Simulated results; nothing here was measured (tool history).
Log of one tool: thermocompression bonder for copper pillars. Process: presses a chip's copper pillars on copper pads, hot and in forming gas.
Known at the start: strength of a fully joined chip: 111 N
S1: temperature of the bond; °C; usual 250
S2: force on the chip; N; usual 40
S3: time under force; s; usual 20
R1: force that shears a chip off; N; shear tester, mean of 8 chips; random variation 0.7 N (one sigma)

run,hour,S1,S2,S3,R1
1,0.0,250,40,20,47.7
2,8.0,250,40,20,46.6
3,14.8,250,40,20,46.3
4,23.1,250,40,20,46.5
5,31.5,250,40,20,47.1
6,45.0,250,40,20,47.3
7,56.3,250,30,20,34.1
# hour 61.0: forming gas filter changed
8,67.2,250,30,16,32.4
9,77.9,250,40,20,48.1
10,92.3,250,40,20,46.4
11,106.8,250,46,20,54.8
12,116.4,250,40,20,47.3
13,126.6,250,40,20,46.8
14,139.5,273,40,23,68.8
15,156.0,229,48,15,34.1
16,164.7,264,40,20,59.7
17,175.6,255,40,20,52.2
18,186.4,270,33,14,46.4
19,200.7,270,33,14,45.5
20,214.8,245,40,36,51.7
21,225.4,245,40,36,51.7
22,240.4,250,38,20,43.2
23,250.7,250,36,19,39.3

Forecast each of these 5 alternatives for the next run:
A,260.0,239,36,19,?
B,260.0,250,37,19,?
C,260.0,238,39,19,?
D,260.0,250,40,44,?
E,260.0,250,26,19,?

run,R1
A,33.0
B,43.5
C,36.4
D,61.5
E,27.8
Without the tool's hidden state the same runs would have given:
run,R1
A,35.3
B,46.1
C,38.9
D,64.9
E,29.7

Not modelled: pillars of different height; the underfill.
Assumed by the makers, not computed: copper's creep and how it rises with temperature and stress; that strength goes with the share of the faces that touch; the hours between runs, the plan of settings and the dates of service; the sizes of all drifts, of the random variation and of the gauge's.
